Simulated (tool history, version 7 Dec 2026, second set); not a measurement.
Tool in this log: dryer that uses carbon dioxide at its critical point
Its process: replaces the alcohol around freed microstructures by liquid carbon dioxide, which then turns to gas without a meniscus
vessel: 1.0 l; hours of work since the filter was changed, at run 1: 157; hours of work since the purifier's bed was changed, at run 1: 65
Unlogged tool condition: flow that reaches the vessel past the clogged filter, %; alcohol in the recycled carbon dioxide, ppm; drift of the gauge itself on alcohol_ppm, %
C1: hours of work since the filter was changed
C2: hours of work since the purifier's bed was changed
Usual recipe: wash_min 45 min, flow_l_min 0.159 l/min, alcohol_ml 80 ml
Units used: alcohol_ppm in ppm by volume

run 1 day=0 | wash_min=45 flow_l_min=0.159 alcohol_ml=80 | C1=157 C2=65 | alcohol_ppm=232
run 2 day=0.458 | wash_min=45 flow_l_min=0.101 alcohol_ml=80 | C1=164 C2=72 | alcohol_ppm=1808
run 3 day=0.896 | wash_min=45 flow_l_min=0.101 alcohol_ml=80 | C1=171 C2=79 | alcohol_ppm=1757
run 4 day=1.133 | wash_min=45 flow_l_min=0.101 alcohol_ml=80 | C1=174 C2=82 | alcohol_ppm=1832
run 5 day=1.425 | wash_min=45 flow_l_min=0.101 alcohol_ml=80 | C1=179 C2=87 | alcohol_ppm=1846
run 6 day=1.929 | wash_min=45 flow_l_min=0.101 alcohol_ml=80 | C1=186 C2=94 | alcohol_ppm=1865
run 7 day=2.2 | wash_min=45 flow_l_min=0.101 alcohol_ml=80 | C1=190 C2=98 | alcohol_ppm=1840
run 8 day=2.529 | wash_min=45 flow_l_min=0.101 alcohol_ml=80 | C1=195 C2=103 | alcohol_ppm=1864
run 9 day=2.771 | wash_min=45 flow_l_min=0.101 alcohol_ml=80 | C1=199 C2=107 | alcohol_ppm=1870
run 10 day=3.029 | wash_min=45 flow_l_min=0.159 alcohol_ml=80 | C1=203 C2=111 | alcohol_ppm=271
run 11 day=3.496 | wash_min=56 flow_l_min=0.124 alcohol_ml=25 | C1=210 C2=118 | alcohol_ppm=97
run 12 day=3.867 | wash_min=56 flow_l_min=0.124 alcohol_ml=25 | C1=216 C2=124 | alcohol_ppm=107
run 13 day=4.283 | wash_min=32 flow_l_min=0.124 alcohol_ml=44 | C1=222 C2=130 | alcohol_ppm=1773
run 14 day=4.788 | wash_min=45 flow_l_min=0.138 alcohol_ml=80 | C1=230 C2=138 | alcohol_ppm=549
run 15 day=5.212 | wash_min=41 flow_l_min=0.159 alcohol_ml=32 | C1=236 C2=144 | alcohol_ppm=178
run 16 day=5.638 | wash_min=65 flow_l_min=0.147 alcohol_ml=80 | C1=242 C2=150 | alcohol_ppm=54
run 17 day=5.938 | wash_min=43 flow_l_min=0.112 alcohol_ml=57 | C1=247 C2=155 | alcohol_ppm=1140
run 18 day=6.442 | wash_min=45 flow_l_min=0.151 alcohol_ml=24 | C1=254 C2=163 | alcohol_ppm=114
run 19 day=6.904 | wash_min=29 flow_l_min=0.159 alcohol_ml=80 | C1=262 C2=170 | alcohol_ppm=2045

Run 20 has not been measured yet. What should we expect?
run 20 day=7.354 | wash_min=31 flow_l_min=0.232 alcohol_ml=67 | C1=268 C2=176 | alcohol_ppm=?

Run 20 measured alcohol_ppm 276 ppm by volume.
Had the tool carried no hidden state, the very same run would have given alcohol_ppm 173 ppm by volume.
